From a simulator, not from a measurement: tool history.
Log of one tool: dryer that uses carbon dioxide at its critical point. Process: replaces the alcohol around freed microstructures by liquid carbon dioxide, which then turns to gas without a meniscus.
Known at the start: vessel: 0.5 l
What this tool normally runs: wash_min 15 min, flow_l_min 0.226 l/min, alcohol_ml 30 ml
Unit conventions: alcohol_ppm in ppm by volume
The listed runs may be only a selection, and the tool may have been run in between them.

run,hour,wash_min,flow_l_min,alcohol_ml,alcohol_ppm
1,0.0,15,0.226,30,276
2,6.4,15,0.226,30,272
3,15.9,15,0.226,30,287
4,25.5,15,0.226,30,299
5,34.5,15,0.226,30,308
6,42.7,15,0.226,61,592
7,52.6,15,0.226,61,628
8,62.0,15,0.226,61,637
9,67.4,15,0.226,61,639
10,72.3,15,0.226,61,658
11,81.6,9,0.257,79,4293
12,88.4,9,0.257,79,4581
13,94.0,22,0.204,79,193
14,99.2,22,0.204,79,206
15,103.5,11,0.221,30,1500
16,108.9,11,0.221,30,1578
17,113.9,11,0.221,30,1590
18,119.5,15,0.378,30,38
19,126.6,19,0.173,30,529
20,135.6,11,0.372,68,260

Consider 4 possible next runs. They are alternatives, not a sequence: every one starts from the tool as it was left by run 20. What does each give?
A,144.9,16,0.320,25,?
B,144.9,11,0.152,23,?
C,144.9,11,0.142,93,?
D,144.9,11,0.372,45,?

run,alcohol_ppm
A,47
B,4369
C,20807
D,182
The same runs, with their run-to-run variation unchanged, on a tool lacking any hidden condition would have given:
run,alcohol_ppm
A,17
B,3409
C,16568
D,85
